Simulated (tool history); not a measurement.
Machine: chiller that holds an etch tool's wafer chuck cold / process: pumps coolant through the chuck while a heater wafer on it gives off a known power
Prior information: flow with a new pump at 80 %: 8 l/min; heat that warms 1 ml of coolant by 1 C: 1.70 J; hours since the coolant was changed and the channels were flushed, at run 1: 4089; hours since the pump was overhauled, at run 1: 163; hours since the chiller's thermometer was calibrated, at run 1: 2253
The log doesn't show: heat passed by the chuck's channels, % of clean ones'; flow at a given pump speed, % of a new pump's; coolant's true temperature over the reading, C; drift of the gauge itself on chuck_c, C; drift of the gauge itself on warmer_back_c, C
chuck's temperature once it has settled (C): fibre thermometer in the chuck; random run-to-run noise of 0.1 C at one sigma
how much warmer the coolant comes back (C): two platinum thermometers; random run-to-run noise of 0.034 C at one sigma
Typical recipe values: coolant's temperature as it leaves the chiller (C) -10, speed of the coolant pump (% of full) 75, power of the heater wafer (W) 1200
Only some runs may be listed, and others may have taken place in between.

run	hour	coolant's temperature as it leaves the chiller (C)	speed of the coolant pump (% of full)	power of the heater wafer (W)	hours since the coolant was changed and the channels were flushed	hours since the pump was overhauled	hours since the chiller's thermometer was calibrated	chuck's temperature once it has settled (C)	how much warmer the coolant comes back (C)
1	0	-10	75	1200	4089	163	2253	4.1	5.74
2	36.4	-10	75	1200	4126	199	2289	4	5.72
3	72	-10	75	1200	4161	235	2325	4.1	5.7
4	103.4	-10	75	1322	4192	266	2356	5.8	6.26
5	136.1	-10	75	1200	4225	299	2389	4.2	5.68
6	172.2	-6	75	1200	4261	335	2425	8	5.76
7	212.1	-6	75	1200	4301	375	2465	8	5.71
8	233.7	-6	75	1200	4323	397	2486	8	5.71
9	272.7	-6	75	1200	4362	436	2525	8.2	5.67
10	294.5	-1	79	1523	4384	457	2547	16.3	6.91
11	318.2	-1	79	1523	4407	481	2571	16.3	6.91
12	344.3	-1	79	1523	4433	507	2597	16.4	6.82
13	390	-15	75	1475	4479	553	2643	2.5	7.01

Below are 3 alternative next runs, each starting from the tool's condition after run 13. Predict each:
A	417.5	-10	98	715	4507	580	2670	?	?
B	417.5	-4	85	1200	4507	580	2670	?	?
C	417.5	-20	73	794	4507	580	2670	?	?

run	chuck's temperature once it has settled (C)	how much warmer the coolant comes back (C)
A	-3.2	2.56
B	8.9	5.01
C	-10.5	3.83
The same runs, with their run-to-run variation unchanged, on a tool lacking any hidden condition would have given:
run	chuck's temperature once it has settled (C)	how much warmer the coolant comes back (C)
A	-3.4	2.53
B	8.3	4.94
C	-10.9	3.78
